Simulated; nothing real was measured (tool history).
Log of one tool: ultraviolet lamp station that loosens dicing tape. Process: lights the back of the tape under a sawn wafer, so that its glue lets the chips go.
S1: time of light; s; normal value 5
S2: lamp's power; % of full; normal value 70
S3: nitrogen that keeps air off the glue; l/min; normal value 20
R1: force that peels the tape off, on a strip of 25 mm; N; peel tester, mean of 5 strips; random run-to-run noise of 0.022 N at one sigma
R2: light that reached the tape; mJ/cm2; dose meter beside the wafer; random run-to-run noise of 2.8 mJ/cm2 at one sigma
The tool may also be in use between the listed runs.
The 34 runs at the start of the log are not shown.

run	hour	S1	S2	S3	R1	R2
35	579.3	6	69	17	2.259	255
36	592.2	4	70	31	3.026	169
# hour 610.7: window cleaned of glue's vapour
37	611.9	4	70	31	2.573	196
38	630.1	4	70	7	4.028	196
39	641.0	2	70	20	5.205	96
40	652.3	3	70	16	4.169	146
41	663.5	5	69	29	2.184	235
42	678.6	2	83	37	4.252	112
43	693.6	5	91	20	1.720	302

Below are 4 alternative next runs, each starting from the tool's condition after run 43. Predict each:
A	706.2	6	70	20	?	?
B	706.2	5	70	20	?	?
C	706.2	7	65	9	?	?
D	706.2	5	93	20	?	?

run	R1	R2
A	1.964	273
B	2.436	233
C	2.326	303
D	1.715	307
With the hidden condition removed and each run's random variation left untouched, the same runs would have given:
run	R1	R2
A	0.768	475
B	1.059	401
C	0.994	524
D	0.635	532
